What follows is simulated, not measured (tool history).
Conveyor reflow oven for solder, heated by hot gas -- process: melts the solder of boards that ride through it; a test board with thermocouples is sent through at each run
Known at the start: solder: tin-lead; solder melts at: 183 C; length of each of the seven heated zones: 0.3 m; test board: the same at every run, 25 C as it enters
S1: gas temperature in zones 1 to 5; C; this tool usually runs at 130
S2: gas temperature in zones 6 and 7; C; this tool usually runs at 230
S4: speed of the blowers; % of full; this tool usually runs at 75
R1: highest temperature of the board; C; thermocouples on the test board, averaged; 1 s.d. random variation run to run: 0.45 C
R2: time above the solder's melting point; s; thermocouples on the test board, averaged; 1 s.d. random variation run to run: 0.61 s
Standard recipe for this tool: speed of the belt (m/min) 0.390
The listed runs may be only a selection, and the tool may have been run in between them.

run 1 hour=0.0 | S1=130 S2=230 speed_of_the_belt_(m/min)=0.390 S4=75 | R1=211.8 R2=60.9
run 2 hour=17.5 | S1=130 S2=230 speed_of_the_belt_(m/min)=0.390 S4=75 | R1=210.8 R2=59.5
run 3 hour=29.6 | S1=130 S2=230 speed_of_the_belt_(m/min)=0.390 S4=75 | R1=211.1 R2=60.7
run 4 hour=48.0 | S1=130 S2=230 speed_of_the_belt_(m/min)=0.390 S4=75 | R1=211.0 R2=60.9
run 5 hour=61.1 | S1=130 S2=230 speed_of_the_belt_(m/min)=0.390 S4=75 | R1=211.4 R2=59.4
run 6 hour=77.5 | S1=130 S2=230 speed_of_the_belt_(m/min)=0.390 S4=75 | R1=210.2 R2=58.6
run 7 hour=88.3 | S1=130 S2=230 speed_of_the_belt_(m/min)=0.390 S4=75 | R1=210.9 R2=58.9
run 8 hour=102.5 | S1=130 S2=230 speed_of_the_belt_(m/min)=0.390 S4=75 | R1=211.1 R2=59.5
run 9 hour=120.5 | S1=142 S2=230 speed_of_the_belt_(m/min)=0.390 S4=75 | R1=213.3 R2=67.8
-- hour=135.2 thermocouples of zones 6 and 7 changed
run 10 hour=139.1 | S1=142 S2=230 speed_of_the_belt_(m/min)=0.390 S4=75 | R1=214.9 R2=68.8
run 11 hour=155.0 | S1=142 S2=234 speed_of_the_belt_(m/min)=0.390 S4=75 | R1=218.2 R2=72.2
run 12 hour=171.5 | S1=130 S2=226 speed_of_the_belt_(m/min)=0.390 S4=75 | R1=209.5 R2=57.7
run 13 hour=183.5 | S1=144 S2=229 speed_of_the_belt_(m/min)=0.390 S4=75 | R1=213.8 R2=69.0
run 14 hour=196.7 | S1=144 S2=229 speed_of_the_belt_(m/min)=0.390 S4=75 | R1=214.3 R2=68.6
run 15 hour=210.1 | S1=141 S2=230 speed_of_the_belt_(m/min)=0.390 S4=75 | R1=213.9 R2=67.6
run 16 hour=224.9 | S1=134 S2=230 speed_of_the_belt_(m/min)=0.390 S4=72 | R1=212.0 R2=62.0
run 17 hour=236.4 | S1=134 S2=230 speed_of_the_belt_(m/min)=0.390 S4=72 | R1=212.1 R2=62.8
run 18 hour=249.2 | S1=130 S2=230 speed_of_the_belt_(m/min)=0.390 S4=83 | R1=212.8 R2=62.1
run 19 hour=264.4 | S1=130 S2=230 speed_of_the_belt_(m/min)=0.390 S4=83 | R1=212.0 R2=62.9
run 20 hour=273.0 | S1=125 S2=226 speed_of_the_belt_(m/min)=0.390 S4=83 | R1=208.9 R2=55.7
run 21 hour=291.3 | S1=131 S2=228 speed_of_the_belt_(m/min)=0.430 S4=83 | R1=207.8 R2=49.8
-- hour=298.1 flux residue cleaned out of gas plates and filters
run 22 hour=308.9 | S1=130 S2=227 speed_of_the_belt_(m/min)=0.390 S4=75 | R1=212.2 R2=62.2
run 23 hour=323.9 | S1=130 S2=221 speed_of_the_belt_(m/min)=0.390 S4=75 | R1=206.4 R2=56.6

Alternative continuations, all from the tool just after run 23; predict every row:
run A hour=336.9 | S1=120 S2=230 speed_of_the_belt_(m/min)=0.390 S4=75 | R1=? R2=?
run B hour=336.9 | S1=131 S2=221 speed_of_the_belt_(m/min)=0.390 S4=84 | R1=? R2=?
run C hour=336.9 | S1=130 S2=221 speed_of_the_belt_(m/min)=0.357 S4=75 | R1=? R2=?

run=A R1=213.3 R2=59.9
run=B R1=208.2 R2=58.6
run=C R1=209.0 R2=65.6
With no hidden state in the tool, these same runs would have given:
run=A R1=213.3 R2=59.5
run=B R1=208.3 R2=58.2
run=C R1=209.0 R2=65.1
